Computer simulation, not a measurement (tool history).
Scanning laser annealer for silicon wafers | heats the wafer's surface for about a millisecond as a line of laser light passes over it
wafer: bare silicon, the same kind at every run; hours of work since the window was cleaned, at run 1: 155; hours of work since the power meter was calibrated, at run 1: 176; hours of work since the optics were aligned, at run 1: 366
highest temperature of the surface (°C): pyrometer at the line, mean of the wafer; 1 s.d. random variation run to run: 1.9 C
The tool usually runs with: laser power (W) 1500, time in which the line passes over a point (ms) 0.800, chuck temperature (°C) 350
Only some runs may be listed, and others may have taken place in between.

run	hour	laser power (W)	time in which the line passes over a point (ms)	chuck temperature (°C)	hours of work since the window was cleaned	hours of work since the power meter was calibrated	hours of work since the optics were aligned	highest temperature of the surface (°C)
1	0.0	1500	0.800	350	155	176	366	1166
2	5.5	1500	0.800	350	158	179	369	1165
3	12.2	1500	0.800	350	162	183	372	1163
4	18.8	1500	0.800	326	165	186	376	1139
5	25.6	1500	0.800	326	169	190	380	1140
6	31.2	1500	0.800	326	172	193	383	1140
7	38.4	1500	0.800	326	176	198	387	1136
8	48.3	1500	0.800	326	182	203	393	1136
9	58.1	1500	0.800	323	188	209	399	1134
10	68.6	1531	0.800	350	194	215	405	1179
11	78.1	1500	0.800	334	199	220	410	1145
12	86.7	1500	0.800	350	204	225	415	1162
13	96.2	1500	0.800	350	209	230	420	1162
14	103.6	1500	0.800	350	214	235	424	1160
15	109.2	1500	0.800	350	217	238	428	1157
16	116.3	1531	0.800	350	221	242	432	1177
17	123.7	1500	0.800	350	225	246	436	1160
18	128.8	1500	0.800	350	228	249	439	1162
19	138.3	1500	0.800	350	233	254	444	1160
20	148.5	1500	0.800	350	239	260	450	1160
21	158.9	1500	0.800	350	245	266	456	1159
22	170.0	1500	0.800	350	251	272	462	1157
23	180.2	1439	0.894	330	257	278	468	1144
24	189.5	1439	0.894	330	262	284	473	1144
25	194.7	1439	0.894	330	265	287	476	1142
26	203.3	1322	0.644	331	270	291	481	972
27	213.4	1485	0.873	372	276	297	487	1204
28	223.4	1500	0.800	354	282	303	493	1159
29	234.0	1401	0.599	345	288	309	499	997
30	245.3	1401	0.599	345	294	315	505	997
31	254.2	1401	0.599	345	299	320	510	1000
32	260.4	1457	0.924	327	303	324	514	1161
33	270.8	1581	0.919	336	309	330	520	1240
# hour 276.8: window over the wafer cleaned
34	277.8	1498	0.588	326	1	333	522	1042
35	283.1	1393	0.800	351	4	336	525	1112
36	288.3	1393	0.800	351	6	339	528	1113
37	295.2	1547	0.627	350	10	343	532	1106
38	304.0	1547	0.627	350	15	348	537	1107
39	311.8	1537	0.811	374	20	352	542	1217
40	317.1	1537	0.811	374	23	355	545	1221
41	324.7	1586	0.811	379	27	359	549	1254

Alternative continuations, all from the tool just after run 41; predict every row:
A	330.2	1366	0.617	388	30	362	552	?
B	330.2	1449	0.811	379	30	362	552	?
C	330.2	1626	0.711	388	30	362	552	?

run	highest temperature of the surface (°C)
A	1046
B	1176
C	1236
Without the tool's unlogged condition, the same runs would have read:
run	highest temperature of the surface (°C)
A	1051
B	1182
C	1243

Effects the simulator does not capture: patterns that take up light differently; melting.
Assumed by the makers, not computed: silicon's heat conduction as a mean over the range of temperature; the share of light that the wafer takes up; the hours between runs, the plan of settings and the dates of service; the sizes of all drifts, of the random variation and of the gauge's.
